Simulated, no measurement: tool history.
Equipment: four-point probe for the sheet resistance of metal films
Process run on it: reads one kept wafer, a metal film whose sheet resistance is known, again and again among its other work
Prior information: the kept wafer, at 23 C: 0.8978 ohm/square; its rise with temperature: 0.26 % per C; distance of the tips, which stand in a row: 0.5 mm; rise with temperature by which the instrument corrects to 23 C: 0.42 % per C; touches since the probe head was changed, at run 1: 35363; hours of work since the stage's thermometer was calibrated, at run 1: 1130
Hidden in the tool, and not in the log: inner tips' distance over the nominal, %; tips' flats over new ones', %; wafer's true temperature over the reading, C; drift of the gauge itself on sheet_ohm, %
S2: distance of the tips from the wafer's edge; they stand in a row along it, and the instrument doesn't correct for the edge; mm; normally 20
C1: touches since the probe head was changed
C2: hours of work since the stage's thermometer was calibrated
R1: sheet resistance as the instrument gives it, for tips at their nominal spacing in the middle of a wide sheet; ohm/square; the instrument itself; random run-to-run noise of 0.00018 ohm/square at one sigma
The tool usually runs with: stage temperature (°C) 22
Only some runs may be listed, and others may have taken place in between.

Run 1, hour 0: usual settings; C1 35363; C2 1130. Result: R1 0.902449 ohm/square.
Run 2, hour 62.5: usual settings; C1 39138; C2 1178. Result: R1 0.902543 ohm/square.
Run 3, hour 102.2: usual settings; C1 41532; C2 1209. Result: R1 0.902647 ohm/square.
Run 4, hour 129.6: usual settings; C1 43186; C2 1231. Result: R1 0.902797 ohm/square.
Run 5, hour 182.8: usual settings; C1 46401; C2 1272. Result: R1 0.903096 ohm/square.
Run 6, hour 212: usual settings but S2 21 mm; C1 48160; C2 1295. Result: R1 0.902989 ohm/square.
Run 7, hour 243.7: usual settings; C1 50075; C2 1320. Result: R1 0.90326 ohm/square.
Run 8, hour 286.3: usual settings but stage temperature (°C) 27; C1 52646; C2 1353. Result: R1 0.896347 ohm/square.
Run 9, hour 324: usual settings but stage temperature (°C) 27; C1 54924; C2 1382. Result: R1 0.896786 ohm/square.
Run 10, hour 384.1: usual settings but stage temperature (°C) 27; C1 58554; C2 1429. Result: R1 0.89696 ohm/square.
Run 11, hour 436.7: usual settings but stage temperature (°C) 27; C1 61730; C2 1470. Result: R1 0.896844 ohm/square.
Run 12, hour 487.7: usual settings but stage temperature (°C) 27, S2 21 mm; C1 64808; C2 1510. Result: R1 0.897349 ohm/square.
Run 13, hour 524: usual settings but stage temperature (°C) 27, S2 21 mm; C1 67000; C2 1538. Result: R1 0.897301 ohm/square.
Run 14, hour 578.7: usual settings but stage temperature (°C) 27, S2 21 mm; C1 70304; C2 1581. Result: R1 0.897728 ohm/square.
Run 15, hour 611.8: usual settings but stage temperature (°C) 27, S2 21 mm; C1 72299; C2 1607. Result: R1 0.897632 ohm/square.
Run 16, hour 672.9: usual settings but stage temperature (°C) 27, S2 21 mm; C1 75988; C2 1655. Result: R1 0.897904 ohm/square.
Run 17, hour 728.5: usual settings but stage temperature (°C) 27, S2 21 mm; C1 79343; C2 1698. Result: R1 0.898093 ohm/square.
At hour 733.8: stage's thermometer calibrated.
Run 18, hour 777.4: usual settings; C1 82268; C2 34. Result: R1 0.905598 ohm/square.
Run 19, hour 804.8: usual settings; C1 83921; C2 55. Result: R1 0.906054 ohm/square.
Run 20, hour 858.1: usual settings; C1 87138; C2 97. Result: R1 0.905761 ohm/square.
Run 21, hour 893.4: usual settings but S2 7 mm; C1 89272; C2 124. Result: R1 0.907696 ohm/square.
Run 22, hour 926.7: usual settings but stage temperature (°C) 19; C1 91280; C2 150. Result: R1 0.910289 ohm/square.
Run 23, hour 962.5: usual settings but stage temperature (°C) 19; C1 93442; C2 178. Result: R1 0.910519 ohm/square.
Run 24, hour 997.2: usual settings but stage temperature (°C) 19; C1 95540; C2 205. Result: R1 0.9105 ohm/square.
Run 25, hour 1059.4: usual settings but stage temperature (°C) 23, S2 29 mm; C1 99295; C2 254. Result: R1 0.904673 ohm/square.
At hour 1103.1: stage's thermometer calibrated, once more.
Run 26, hour 1116.4: usual settings but stage temperature (°C) 25, S2 4 mm; C1 102706; C2 10. Result: R1 0.908233 ohm/square.
Run 27, hour 1170.4: usual settings but stage temperature (°C) 29, S2 62 mm; C1 105964; C2 52. Result: R1 0.895299 ohm/square.
Run 28, hour 1224.8: usual settings but stage temperature (°C) 35, S2 62 mm; C1 109251; C2 95. Result: R1 0.888021 ohm/square.
Run 29, hour 1280.8: usual settings but stage temperature (°C) 19, S2 6 mm; C1 112629; C2 139. Result: R1 0.912701 ohm/square.
Run 30, hour 1317.8: usual settings but stage temperature (°C) 19, S2 6 mm; C1 114866; C2 167. Result: R1 0.912807 ohm/square.
Run 31, hour 1376.6: usual settings but stage temperature (°C) 29, S2 10 mm; C1 118415; C2 213. Result: R1 0.897037 ohm/square.
Run 32, hour 1412.1: usual settings but stage temperature (°C) 29, S2 10 mm; C1 120557; C2 241. Result: R1 0.897161 ohm/square.
Run 33, hour 1457: usual settings but stage temperature (°C) 29, S2 10 mm; C1 123268; C2 276. Result: R1 0.897225 ohm/square.
Run 34, hour 1492.8: usual settings but stage temperature (°C) 26; C1 125430; C2 304. Result: R1 0.900671 ohm/square.
Run 35, hour 1545: usual settings but stage temperature (°C) 26; C1 128581; C2 345. Result: R1 0.900865 ohm/square.
Run 36, hour 1598.4: usual settings but stage temperature (°C) 27, S2 12 mm; C1 131806; C2 386. Result: R1 0.900101 ohm/square.
Run 37, hour 1644.4: usual settings but stage temperature (°C) 27, S2 12 mm; C1 134582; C2 422. Result: R1 0.900359 ohm/square.
Run 38, hour 1705: usual settings but stage temperature (°C) 28, S2 11 mm; C1 138242; C2 470. Result: R1 0.89949 ohm/square.
Run 39, hour 1766.6: usual settings but stage temperature (°C) 35, S2 15 mm; C1 141962; C2 518. Result: R1 0.890057 ohm/square.
Run 40, hour 1811.7: usual settings but stage temperature (°C) 24, S2 21 mm; C1 144683; C2 553. Result: R1 0.9041 ohm/square.
Run 41, hour 1861.9: usual settings but stage temperature (°C) 24, S2 21 mm; C1 147715; C2 592. Result: R1 0.904703 ohm/square.
Run 42, hour 1924.1: usual settings but stage temperature (°C) 24, S2 21 mm; C1 151468; C2 640. Result: R1 0.904675 ohm/square.
Run 43, hour 1950.3: usual settings but stage temperature (°C) 24, S2 21 mm; C1 153053; C2 661. Result: R1 0.904915 ohm/square.
Run 44, hour 2010.1: usual settings but stage temperature (°C) 24, S2 21 mm; C1 156660; C2 707. Result: R1 0.905001 ohm/square.
Run 45, hour 2043.5: usual settings but stage temperature (°C) 24, S2 21 mm; C1 158679; C2 734. Result: R1 0.90501 ohm/square.

Here are 4 independent what-if runs from the current tool condition. What would each one return?
Run A, hour 2074.6: usual settings but stage temperature (°C) 19, S2 36 mm; C1 160558; C2 758. Result: R1 ?.
Run B, hour 2074.6: usual settings but stage temperature (°C) 27, S2 5 mm; C1 160558; C2 758. Result: R1 ?.
Run C, hour 2074.6: usual settings but S2 66 mm; C1 160558; C2 758. Result: R1 ?.
Run D, hour 2074.6: usual settings but stage temperature (°C) 23, S2 10 mm; C1 160558; C2 758. Result: R1 ?.

run        R1
  A  0.912364
  B  0.905616
  C   0.90793
  D  0.907234
The same runs, with their run-to-run variation unchanged, on a tool lacking any hidden condition would have given:
run        R1
  A  0.903749
  B  0.897079
  C  0.899361
  D  0.898673

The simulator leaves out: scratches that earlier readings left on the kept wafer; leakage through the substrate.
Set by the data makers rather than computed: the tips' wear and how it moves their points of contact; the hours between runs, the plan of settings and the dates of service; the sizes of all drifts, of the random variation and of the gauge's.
